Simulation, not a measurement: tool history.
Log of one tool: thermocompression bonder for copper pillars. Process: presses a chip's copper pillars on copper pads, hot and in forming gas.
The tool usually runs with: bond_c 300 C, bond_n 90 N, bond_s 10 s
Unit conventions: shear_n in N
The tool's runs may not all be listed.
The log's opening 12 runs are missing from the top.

run,hour,bond_c,bond_n,bond_s,shear_n
13,86.2,300,90,13,85
14,91.5,300,90,13,85.6
15,101.8,300,90,13,86.1
16,110.1,300,90,13,84.9
17,116.4,300,90,13,84.9
18,124.9,286,90,23,89.4
# hour 131.8: forming gas filter changed
19,134,317,124,9,104.7
20,142,317,134,25,130.5
21,148.9,317,134,25,130.2
22,154.3,280,114,28,105.8

Run 23 comes next. What will it give?
23,160.7,311,56,10,?

{"run 23": {"shear_n": 68}}
The same run, on a tool lacking any hidden state, would have yielded shear_n 68.3 N.

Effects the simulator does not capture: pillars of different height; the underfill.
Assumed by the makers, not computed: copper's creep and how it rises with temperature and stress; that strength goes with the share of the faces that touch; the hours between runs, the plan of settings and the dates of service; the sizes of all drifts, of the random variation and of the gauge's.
